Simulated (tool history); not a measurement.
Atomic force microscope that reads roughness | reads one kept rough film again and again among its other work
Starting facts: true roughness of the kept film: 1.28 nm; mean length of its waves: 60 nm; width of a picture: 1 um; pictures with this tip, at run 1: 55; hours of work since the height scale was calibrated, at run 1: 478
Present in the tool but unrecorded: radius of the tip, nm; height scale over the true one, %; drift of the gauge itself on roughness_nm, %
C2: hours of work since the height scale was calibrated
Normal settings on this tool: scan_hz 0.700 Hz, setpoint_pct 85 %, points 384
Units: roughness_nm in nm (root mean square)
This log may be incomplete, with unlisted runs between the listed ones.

{"run": 1, "hour": 0.0, "scan_hz": 0.7, "setpoint_pct": 85, "points": 384, "pictures with this tip": 55, "C2": 478, "roughness_nm": 1.195}
{"run": 2, "hour": 21.4, "scan_hz": 0.7, "setpoint_pct": 85, "points": 384, "pictures with this tip": 72, "C2": 487, "roughness_nm": 1.19}
{"run": 3, "hour": 65.0, "scan_hz": 0.7, "setpoint_pct": 85, "points": 384, "pictures with this tip": 106, "C2": 507, "roughness_nm": 1.196}
{"hour": 69.9, "done": "new tip fitted"}
{"run": 4, "hour": 110.0, "scan_hz": 2.948, "setpoint_pct": 85, "points": 384, "pictures with this tip": 31, "C2": 528, "roughness_nm": 1.018}
{"run": 5, "hour": 156.1, "scan_hz": 0.801, "setpoint_pct": 85, "points": 384, "pictures with this tip": 67, "C2": 549, "roughness_nm": 1.189}
{"run": 6, "hour": 190.4, "scan_hz": 0.801, "setpoint_pct": 85, "points": 609, "pictures with this tip": 93, "C2": 564, "roughness_nm": 1.177}
{"hour": 210.9, "done": "new tip fitted"}
{"run": 7, "hour": 214.0, "scan_hz": 0.801, "setpoint_pct": 85, "points": 609, "pictures with this tip": 2, "C2": 575, "roughness_nm": 1.181}
{"run": 8, "hour": 251.9, "scan_hz": 0.7, "setpoint_pct": 85, "points": 384, "pictures with this tip": 31, "C2": 592, "roughness_nm": 1.191}
{"run": 9, "hour": 285.9, "scan_hz": 1.072, "setpoint_pct": 85, "points": 384, "pictures with this tip": 58, "C2": 607, "roughness_nm": 1.148}
{"run": 10, "hour": 320.8, "scan_hz": 1.072, "setpoint_pct": 85, "points": 384, "pictures with this tip": 84, "C2": 623, "roughness_nm": 1.159}
{"hour": 353.2, "done": "new tip fitted"}
{"run": 11, "hour": 356.2, "scan_hz": 0.7, "setpoint_pct": 77, "points": 384, "pictures with this tip": 2, "C2": 639, "roughness_nm": 1.219}
{"run": 12, "hour": 394.7, "scan_hz": 0.7, "setpoint_pct": 77, "points": 384, "pictures with this tip": 32, "C2": 657, "roughness_nm": 1.208}
{"run": 13, "hour": 441.2, "scan_hz": 0.7, "setpoint_pct": 73, "points": 384, "pictures with this tip": 68, "C2": 678, "roughness_nm": 1.225}
{"run": 14, "hour": 461.5, "scan_hz": 0.7, "setpoint_pct": 73, "points": 384, "pictures with this tip": 84, "C2": 687, "roughness_nm": 1.216}
{"run": 15, "hour": 486.4, "scan_hz": 1.814, "setpoint_pct": 85, "points": 384, "pictures with this tip": 103, "C2": 698, "roughness_nm": 1.106}
{"hour": 496.9, "done": "new tip fitted"}
{"run": 16, "hour": 507.1, "scan_hz": 1.814, "setpoint_pct": 85, "points": 384, "pictures with this tip": 8, "C2": 707, "roughness_nm": 1.109}
{"run": 17, "hour": 543.5, "scan_hz": 0.7, "setpoint_pct": 85, "points": 384, "pictures with this tip": 36, "C2": 724, "roughness_nm": 1.196}
{"run": 18, "hour": 581.5, "scan_hz": 0.7, "setpoint_pct": 70, "points": 384, "pictures with this tip": 65, "C2": 741, "roughness_nm": 1.22}
{"run": 19, "hour": 612.8, "scan_hz": 0.7, "setpoint_pct": 70, "points": 384, "pictures with this tip": 89, "C2": 756, "roughness_nm": 1.221}
{"hour": 641.4, "done": "new tip fitted"}
{"run": 20, "hour": 650.5, "scan_hz": 0.7, "setpoint_pct": 70, "points": 384, "pictures with this tip": 7, "C2": 772, "roughness_nm": 1.228}
{"run": 21, "hour": 692.2, "scan_hz": 0.7, "setpoint_pct": 70, "points": 384, "pictures with this tip": 39, "C2": 791, "roughness_nm": 1.226}
{"run": 22, "hour": 716.0, "scan_hz": 0.7, "setpoint_pct": 70, "points": 384, "pictures with this tip": 58, "C2": 802, "roughness_nm": 1.216}
{"run": 23, "hour": 747.1, "scan_hz": 0.7, "setpoint_pct": 85, "points": 541, "pictures with this tip": 82, "C2": 816, "roughness_nm": 1.194}
{"hour": 783.1, "done": "new tip fitted"}
{"run": 24, "hour": 783.1, "scan_hz": 0.7, "setpoint_pct": 85, "points": 541, "pictures with this tip": 0, "C2": 833, "roughness_nm": 1.194}
{"run": 25, "hour": 826.3, "scan_hz": 0.7, "setpoint_pct": 85, "points": 384, "pictures with this tip": 33, "C2": 852, "roughness_nm": 1.203}
{"run": 26, "hour": 872.9, "scan_hz": 0.7, "setpoint_pct": 85, "points": 384, "pictures with this tip": 69, "C2": 873, "roughness_nm": 1.199}
{"run": 27, "hour": 908.9, "scan_hz": 0.7, "setpoint_pct": 67, "points": 384, "pictures with this tip": 97, "C2": 890, "roughness_nm": 1.226}
{"hour": 926.9, "done": "new tip fitted"}
{"run": 28, "hour": 943.1, "scan_hz": 0.7, "setpoint_pct": 67, "points": 384, "pictures with this tip": 12, "C2": 905, "roughness_nm": 1.237}
{"run": 29, "hour": 990.3, "scan_hz": 0.7, "setpoint_pct": 64, "points": 384, "pictures with this tip": 49, "C2": 927, "roughness_nm": 1.234}
{"run": 30, "hour": 1025.1, "scan_hz": 0.7, "setpoint_pct": 85, "points": 796, "pictures with this tip": 76, "C2": 942, "roughness_nm": 1.198}
{"run": 31, "hour": 1056.3, "scan_hz": 0.7, "setpoint_pct": 85, "points": 796, "pictures with this tip": 100, "C2": 957, "roughness_nm": 1.189}
{"hour": 1070.3, "done": "new tip fitted"}
{"run": 32, "hour": 1078.1, "scan_hz": 0.7, "setpoint_pct": 85, "points": 934, "pictures with this tip": 6, "C2": 966, "roughness_nm": 1.19}
{"run": 33, "hour": 1103.4, "scan_hz": 0.671, "setpoint_pct": 69, "points": 934, "pictures with this tip": 26, "C2": 978, "roughness_nm": 1.227}
{"run": 34, "hour": 1125.3, "scan_hz": 0.7, "setpoint_pct": 77, "points": 340, "pictures with this tip": 43, "C2": 988, "roughness_nm": 1.217}
{"run": 35, "hour": 1164.9, "scan_hz": 1.112, "setpoint_pct": 82, "points": 516, "pictures with this tip": 73, "C2": 1006, "roughness_nm": 1.168}
{"run": 36, "hour": 1193.9, "scan_hz": 1.866, "setpoint_pct": 85, "points": 384, "pictures with this tip": 96, "C2": 1019, "roughness_nm": 1.094}
{"hour": 1214.1, "done": "new tip fitted"}
{"run": 37, "hour": 1237.5, "scan_hz": 1.866, "setpoint_pct": 85, "points": 384, "pictures with this tip": 18, "C2": 1039, "roughness_nm": 1.094}
{"run": 38, "hour": 1277.7, "scan_hz": 3.341, "setpoint_pct": 67, "points": 668, "pictures with this tip": 49, "C2": 1057, "roughness_nm": 1.148}
{"run": 39, "hour": 1300.7, "scan_hz": 0.7, "setpoint_pct": 85, "points": 966, "pictures with this tip": 67, "C2": 1067, "roughness_nm": 1.185}
{"run": 40, "hour": 1329.3, "scan_hz": 1.956, "setpoint_pct": 63, "points": 384, "pictures with this tip": 89, "C2": 1080, "roughness_nm": 1.194}
{"hour": 1356.5, "done": "new tip fitted"}
{"run": 41, "hour": 1374.9, "scan_hz": 1.887, "setpoint_pct": 85, "points": 400, "pictures with this tip": 15, "C2": 1101, "roughness_nm": 1.107}
{"run": 42, "hour": 1396.9, "scan_hz": 1.887, "setpoint_pct": 85, "points": 400, "pictures with this tip": 32, "C2": 1111, "roughness_nm": 1.103}
{"run": 43, "hour": 1418.0, "scan_hz": 0.767, "setpoint_pct": 58, "points": 634, "pictures with this tip": 48, "C2": 1120, "roughness_nm": 1.238}
{"run": 44, "hour": 1453.8, "scan_hz": 0.767, "setpoint_pct": 58, "points": 634, "pictures with this tip": 76, "C2": 1137, "roughness_nm": 1.248}
{"run": 45, "hour": 1484.3, "scan_hz": 1.699, "setpoint_pct": 81, "points": 634, "pictures with this tip": 99, "C2": 1151, "roughness_nm": 1.127}
{"hour": 1498.1, "done": "new tip fitted"}
{"run": 46, "hour": 1524.6, "scan_hz": 1.699, "setpoint_pct": 81, "points": 634, "pictures with this tip": 21, "C2": 1169, "roughness_nm": 1.137}
{"run": 47, "hour": 1544.0, "scan_hz": 1.435, "setpoint_pct": 81, "points": 384, "pictures with this tip": 36, "C2": 1177, "roughness_nm": 1.15}
{"run": 48, "hour": 1567.6, "scan_hz": 1.988, "setpoint_pct": 56, "points": 898, "pictures with this tip": 54, "C2": 1188, "roughness_nm": 1.223}
{"run": 49, "hour": 1588.7, "scan_hz": 2.236, "setpoint_pct": 79, "points": 602, "pictures with this tip": 71, "C2": 1198, "roughness_nm": 1.116}
{"run": 50, "hour": 1613.7, "scan_hz": 2.618, "setpoint_pct": 58, "points": 1008, "pictures with this tip": 90, "C2": 1209, "roughness_nm": 1.202}
{"hour": 1638.8, "done": "new tip fitted"}
{"run": 51, "hour": 1656.2, "scan_hz": 2.618, "setpoint_pct": 58, "points": 1008, "pictures with this tip": 13, "C2": 1228, "roughness_nm": 1.209}
{"run": 52, "hour": 1690.0, "scan_hz": 2.25, "setpoint_pct": 83, "points": 1008, "pictures with this tip": 39, "C2": 1244, "roughness_nm": 1.102}

What if the next run were any one of these 3? Each begins from the tool's condition after run 52:
{"run": "A", "hour": 1729.7, "scan_hz": 3.381, "setpoint_pct": 80, "points": 384, "pictures with this tip": 70, "C2": 1262, "roughness_nm": "?"}
{"run": "B", "hour": 1729.7, "scan_hz": 0.555, "setpoint_pct": 85, "points": 996, "pictures with this tip": 70, "C2": 1262, "roughness_nm": "?"}
{"run": "C", "hour": 1729.7, "scan_hz": 0.7, "setpoint_pct": 85, "points": 394, "pictures with this tip": 70, "C2": 1262, "roughness_nm": "?"}

run=A roughness_nm=1.047
run=B roughness_nm=1.209
run=C roughness_nm=1.208
Stripped of hidden state, with their random variation kept, the same runs would have yielded:
run=A roughness_nm=1.050
run=B roughness_nm=1.213
run=C roughness_nm=1.212
